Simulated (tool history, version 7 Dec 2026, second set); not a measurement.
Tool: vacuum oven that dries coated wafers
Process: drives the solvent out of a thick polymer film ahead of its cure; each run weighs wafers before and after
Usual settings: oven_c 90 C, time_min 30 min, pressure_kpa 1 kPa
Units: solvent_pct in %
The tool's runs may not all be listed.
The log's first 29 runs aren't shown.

run	hour	oven_c	time_min	pressure_kpa	solvent_pct
30	745.9	90	18	0.92	3.17
31	776.2	90	18	0.92	3.26
32	797.6	90	18	0.92	3.28
33	823	90	18	0.92	3.28
34	848.1	99	22	1	0.95
35	873.9	99	22	1	1
36	897	83	25	1.27	3.87
37	928	99	47	1.88	0.64
38	955.4	90	40	3.64	2.12
39	981.2	103	35	2.36	0.73
# hour 1002.7: oven's thermocouples calibrated
40	1006.2	97	33	0.71	0.39
41	1025.3	90	15	3.25	4.47
42	1060.4	86	30	1	1.85
43	1093.9	91	30	0.86	1.08
44	1120	91	23	1.74	2.09
45	1154.6	75	23	0.6	5.92

The next listed run, before its measurement:
46	1189.2	90	21	2.41	?

solvent_pct: 2.92 %
Without the tool's hidden state the same run would have given solvent_pct 2.79 %.

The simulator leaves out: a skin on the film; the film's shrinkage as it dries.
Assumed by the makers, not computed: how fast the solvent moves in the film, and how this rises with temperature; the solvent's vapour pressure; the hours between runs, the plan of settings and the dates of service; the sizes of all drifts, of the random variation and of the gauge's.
